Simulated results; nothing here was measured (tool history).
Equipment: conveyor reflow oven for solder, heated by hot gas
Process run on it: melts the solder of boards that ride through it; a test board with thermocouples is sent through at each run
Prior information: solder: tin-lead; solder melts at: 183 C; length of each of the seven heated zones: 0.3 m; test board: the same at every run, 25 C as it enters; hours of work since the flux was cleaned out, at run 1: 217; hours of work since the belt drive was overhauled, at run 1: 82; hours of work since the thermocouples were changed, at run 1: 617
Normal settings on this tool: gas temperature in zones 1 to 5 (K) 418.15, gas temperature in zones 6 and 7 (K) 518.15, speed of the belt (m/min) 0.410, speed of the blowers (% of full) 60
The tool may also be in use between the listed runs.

run	hour	gas temperature in zones 1 to 5 (K)	gas temperature in zones 6 and 7 (K)	speed of the belt (m/min)	speed of the blowers (% of full)	hours of work since the flux was cleaned out	hours of work since the belt drive was overhauled	hours of work since the thermocouples were changed	highest temperature of the board (K)	time above the solder's melting point (s)
1	0.0	418.15	518.15	0.410	60	217	82	617	500.05	76.1
2	10.9	418.15	518.15	0.410	60	222	88	623	500.25	76.4
3	30.7	418.15	518.15	0.410	60	232	97	632	500.05	75.9
4	52.8	418.15	518.15	0.410	60	242	108	643	500.05	75.9
5	66.2	418.15	518.15	0.410	60	249	114	649	500.25	76.1
6	77.4	418.15	513.15	0.410	60	254	120	655	495.75	73.0
7	91.5	418.15	513.15	0.410	60	261	127	662	495.95	73.3
8	107.6	418.15	513.15	0.410	60	269	134	669	495.85	72.9
9	124.9	418.15	513.15	0.410	60	277	143	678	495.65	72.8
# hour 146.5: flux residue cleaned out of gas plates and filters
10	149.8	418.15	514.15	0.410	60	2	152	687	496.65	73.7
11	170.5	418.15	518.15	0.410	60	12	163	698	500.15	75.9
12	187.0	418.15	518.15	0.410	60	20	170	705	500.25	75.8
13	208.2	418.15	518.15	0.410	60	30	181	716	500.15	76.0
14	219.9	418.15	518.15	0.410	60	36	186	721	500.35	76.0
15	243.4	418.15	518.15	0.410	60	47	198	733	500.35	76.5
16	254.1	418.15	518.15	0.410	60	52	203	738	500.35	76.0
17	271.7	418.15	518.15	0.410	60	61	211	746	500.25	76.0
18	283.8	418.15	521.15	0.417	60	66	217	752	502.25	75.8
19	301.7	418.15	521.15	0.417	60	75	226	761	502.35	75.7
# hour 316.1: thermocouples of zones 6 and 7 changed
20	320.4	425.15	506.15	0.437	60	83	234	2	489.25	66.5
21	338.2	418.15	532.15	0.396	82	92	243	11	517.75	89.2
22	351.4	418.15	517.15	0.396	67	98	249	17	501.75	80.5
23	361.9	418.15	518.15	0.410	65	103	254	22	501.15	76.3
24	380.2	408.15	519.15	0.410	65	112	263	31	500.35	72.1
25	396.1	408.15	519.15	0.360	54	120	271	39	502.45	84.0
26	413.6	431.15	529.15	0.473	79	128	279	47	510.75	76.4
27	430.1	418.15	512.15	0.461	79	136	287	55	494.75	63.8
28	440.4	418.15	518.15	0.346	62	141	292	60	505.75	94.9
29	456.5	418.15	518.15	0.471	62	149	300	68	495.45	62.6
30	471.7	418.15	529.15	0.352	60	156	307	75	514.85	98.6
31	488.8	423.15	518.15	0.410	60	165	316	84	501.05	78.7

How the hidden state differs across the entries between the runs, from the last listed run before each to the first after it:
In the gap between runs 9 and 10: flux residue cleaned out of gas plates and filters (hour 146.5)
  heat that the gas passes to the board, % of a clean oven's: 99.5 -> 100
In the gap between runs 19 and 20: thermocouples of zones 6 and 7 changed (hour 316.1)
  true gas temperature in zones 6 and 7 over the reading, C: 0.07 -> -0.01

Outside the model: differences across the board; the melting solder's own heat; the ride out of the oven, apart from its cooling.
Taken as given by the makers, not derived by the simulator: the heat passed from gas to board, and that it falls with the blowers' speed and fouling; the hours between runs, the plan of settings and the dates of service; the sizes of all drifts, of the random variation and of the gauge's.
